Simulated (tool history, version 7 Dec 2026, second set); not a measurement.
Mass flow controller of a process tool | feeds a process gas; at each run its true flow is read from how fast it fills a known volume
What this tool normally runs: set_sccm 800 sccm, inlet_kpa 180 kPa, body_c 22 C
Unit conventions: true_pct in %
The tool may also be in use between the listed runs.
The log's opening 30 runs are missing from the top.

run      day  set_sccm  inlet_kpa  body_c  hours of work since the controller was set to zero  hours of work since the controller was changed  true_pct
 31  318.638       211        180      22                                                3008                                            3008    100.45
 32  329.975       555        180      22                                                3211                                            3211     99.78
 33  338.962       362        202      36                                                3372                                            3372     98.65
 34  348.021       102        268      25                                                3535                                            3535    103.28
 35  363.550       150        209      27                                                3813                                            3813    101.62
 36  374.225       800        271      22                                                4004                                            4004    100.21
 37  382.538       800        271      22                                                4153                                            4153    100.27
 38  396.654       800        151      33                                                4406                                            4406     99.13
 39  408.862       800        151      33                                                4625                                            4625     99.11
 40  416.425       582        180      37                                                4761                                            4761     98.66
 41  425.592       811        180      20                                                4925                                            4925    100.17
 42  436.433       811        180      20                                                5119                                            5119    100.26
 43  451.233       296        150      22                                                5384                                            5384    101.04
 44  458.579       296        150      22                                                5516                                            5516    101.07

What does the tool deliver on the next run?
 45  466.400       296        150      22                                                5656                                            5656         ?

{"run 45": {"true_pct": 101.01}}
Had the tool carried no hidden state, the very same run would have given true_pct 98.70 %.
